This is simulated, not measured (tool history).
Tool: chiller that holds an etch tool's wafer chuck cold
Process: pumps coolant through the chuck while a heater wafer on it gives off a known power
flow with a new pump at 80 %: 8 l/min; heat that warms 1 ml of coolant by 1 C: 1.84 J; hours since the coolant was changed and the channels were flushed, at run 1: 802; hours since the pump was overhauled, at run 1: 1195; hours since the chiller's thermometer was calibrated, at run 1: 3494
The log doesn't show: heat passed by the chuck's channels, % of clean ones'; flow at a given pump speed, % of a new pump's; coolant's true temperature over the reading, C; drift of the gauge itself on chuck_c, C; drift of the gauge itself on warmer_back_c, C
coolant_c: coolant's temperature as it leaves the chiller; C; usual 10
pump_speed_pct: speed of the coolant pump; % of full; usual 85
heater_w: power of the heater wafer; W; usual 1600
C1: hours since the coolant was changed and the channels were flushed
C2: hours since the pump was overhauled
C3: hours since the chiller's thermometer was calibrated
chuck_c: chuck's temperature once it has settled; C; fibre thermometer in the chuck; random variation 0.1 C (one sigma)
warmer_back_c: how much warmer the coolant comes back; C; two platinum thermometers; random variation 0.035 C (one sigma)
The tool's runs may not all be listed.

run 1 hour=0.0 | coolant_c=10 pump_speed_pct=85 heater_w=1600 | C1=802 C2=1195 C3=3494 | chuck_c=23.7 warmer_back_c=6.31
run 2 hour=24.3 | coolant_c=10 pump_speed_pct=85 heater_w=1600 | C1=827 C2=1220 C3=3519 | chuck_c=23.6 warmer_back_c=6.26
run 3 hour=40.0 | coolant_c=10 pump_speed_pct=85 heater_w=1600 | C1=842 C2=1235 C3=3534 | chuck_c=23.5 warmer_back_c=6.29
run 4 hour=65.0 | coolant_c=10 pump_speed_pct=85 heater_w=1600 | C1=867 C2=1260 C3=3559 | chuck_c=23.4 warmer_back_c=6.26
run 5 hour=86.4 | coolant_c=10 pump_speed_pct=85 heater_w=1600 | C1=889 C2=1282 C3=3581 | chuck_c=23.7 warmer_back_c=6.27
run 6 hour=114.1 | coolant_c=10 pump_speed_pct=85 heater_w=1600 | C1=916 C2=1310 C3=3608 | chuck_c=23.6 warmer_back_c=6.34
run 7 hour=132.6 | coolant_c=10 pump_speed_pct=85 heater_w=1600 | C1=935 C2=1328 C3=3627 | chuck_c=23.6 warmer_back_c=6.27
-- hour=146.1 chiller's thermometer calibrated
run 8 hour=159.2 | coolant_c=10 pump_speed_pct=85 heater_w=1600 | C1=960 C2=1354 C3=13 | chuck_c=23.9 warmer_back_c=6.29
run 9 hour=183.5 | coolant_c=10 pump_speed_pct=85 heater_w=1600 | C1=985 C2=1378 C3=37 | chuck_c=24.0 warmer_back_c=6.34
run 10 hour=203.4 | coolant_c=10 pump_speed_pct=85 heater_w=1600 | C1=1005 C2=1398 C3=57 | chuck_c=23.9 warmer_back_c=6.27
run 11 hour=220.8 | coolant_c=11 pump_speed_pct=85 heater_w=1600 | C1=1022 C2=1415 C3=75 | chuck_c=25.0 warmer_back_c=6.34
run 12 hour=251.2 | coolant_c=11 pump_speed_pct=85 heater_w=1600 | C1=1052 C2=1446 C3=105 | chuck_c=24.8 warmer_back_c=6.35
run 13 hour=274.3 | coolant_c=11 pump_speed_pct=85 heater_w=1600 | C1=1076 C2=1469 C3=128 | chuck_c=24.9 warmer_back_c=6.27
run 14 hour=287.9 | coolant_c=13 pump_speed_pct=61 heater_w=1061 | C1=1089 C2=1482 C3=142 | chuck_c=24.4 warmer_back_c=5.74
run 15 hour=302.3 | coolant_c=13 pump_speed_pct=61 heater_w=1061 | C1=1103 C2=1497 C3=156 | chuck_c=24.4 warmer_back_c=5.71
run 16 hour=331.4 | coolant_c=10 pump_speed_pct=96 heater_w=1109 | C1=1133 C2=1526 C3=185 | chuck_c=19.1 warmer_back_c=3.91
run 17 hour=350.7 | coolant_c=16 pump_speed_pct=86 heater_w=979 | C1=1152 C2=1545 C3=205 | chuck_c=24.6 warmer_back_c=3.82

Run 18 comes next. What will it give?
run 18 hour=377.7 | coolant_c=16 pump_speed_pct=86 heater_w=979 | C1=1179 C2=1572 C3=232 | chuck_c=? warmer_back_c=?

Run 18 gave chuck_c 24.4 C, warmer_back_c 3.83 C.
Without the tool's hidden state the same run would have given chuck_c 24.1 C, warmer_back_c 3.73 C.
